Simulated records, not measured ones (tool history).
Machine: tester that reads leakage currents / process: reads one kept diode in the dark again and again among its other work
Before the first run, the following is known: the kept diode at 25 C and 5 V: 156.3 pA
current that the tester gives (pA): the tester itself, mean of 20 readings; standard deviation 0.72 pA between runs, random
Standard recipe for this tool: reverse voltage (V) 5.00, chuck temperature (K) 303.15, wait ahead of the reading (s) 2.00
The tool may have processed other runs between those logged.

run	hour	reverse voltage (V)	chuck temperature (K)	wait ahead of the reading (s)	current that the tester gives (pA)
1	0.0	5.00	303.15	2.00	199.65
2	14.2	5.00	298.15	2.00	129.22
3	32.9	5.00	298.15	0.33	130.26
4	49.9	5.00	298.15	0.33	129.19
# hour 62.1: chuck's temperature calibrated
5	68.3	5.00	298.15	0.33	164.05
6	96.0	5.00	303.15	4.19	245.73
7	119.9	5.00	302.15	4.19	225.00
8	140.8	5.00	309.15	4.19	397.70
9	170.3	5.00	309.15	4.19	393.75
10	200.1	2.30	303.15	2.00	167.59
11	225.7	2.30	303.15	2.00	166.67
12	252.2	2.30	297.15	2.00	99.83
13	272.3	2.30	297.15	2.00	98.98
14	290.2	2.30	297.15	2.00	98.73
15	304.6	2.30	297.15	2.00	97.68
16	327.9	2.30	297.15	2.00	98.33
17	356.1	5.00	303.15	0.40	230.13
18	372.0	5.00	303.15	2.00	227.05
19	387.4	5.00	303.15	2.00	225.59
# hour 393.1: probe card cleaned and baked
20	421.6	5.00	303.15	2.00	224.67
21	451.9	5.56	308.15	5.42	349.93
22	479.3	5.00	305.15	3.72	259.59
# hour 484.0: probe card cleaned and baked, once more
23	507.6	5.00	305.15	3.72	258.05
24	522.2	5.00	305.15	3.72	256.43
25	535.8	12.24	305.15	6.04	380.00
26	564.6	4.25	306.15	6.04	256.30
27	592.7	4.25	306.15	6.04	253.57
28	621.4	5.00	316.15	7.75	603.32
29	651.3	5.00	316.15	7.75	595.19
30	670.0	1.11	316.15	4.31	301.69
31	686.7	1.11	316.15	4.31	298.82
32	714.7	6.34	300.15	4.31	177.80
# hour 727.7: chuck's temperature calibrated
33	736.4	6.34	300.15	4.31	207.10
34	750.6	6.34	300.15	4.31	206.80
35	766.7	6.34	300.15	7.74	205.94
36	797.6	5.00	295.15	2.00	118.93
37	817.6	16.54	326.15	0.31	2386.56
38	832.5	5.00	333.15	0.43	2269.65
39	852.8	5.00	311.15	0.43	444.29

Predict each of these 3 candidate next runs independently; none follows another, all start after run 39:
A	870.2	5.00	311.15	1.54	?
B	870.2	5.00	303.15	1.45	?
C	870.2	5.00	319.15	0.43	?

run	current that the tester gives (pA)
A	439.76
B	228.95
C	823.25
Had the tool no hidden state, the same runs would have come out as:
run	current that the tester gives (pA)
A	455.05
B	237.22
C	850.67
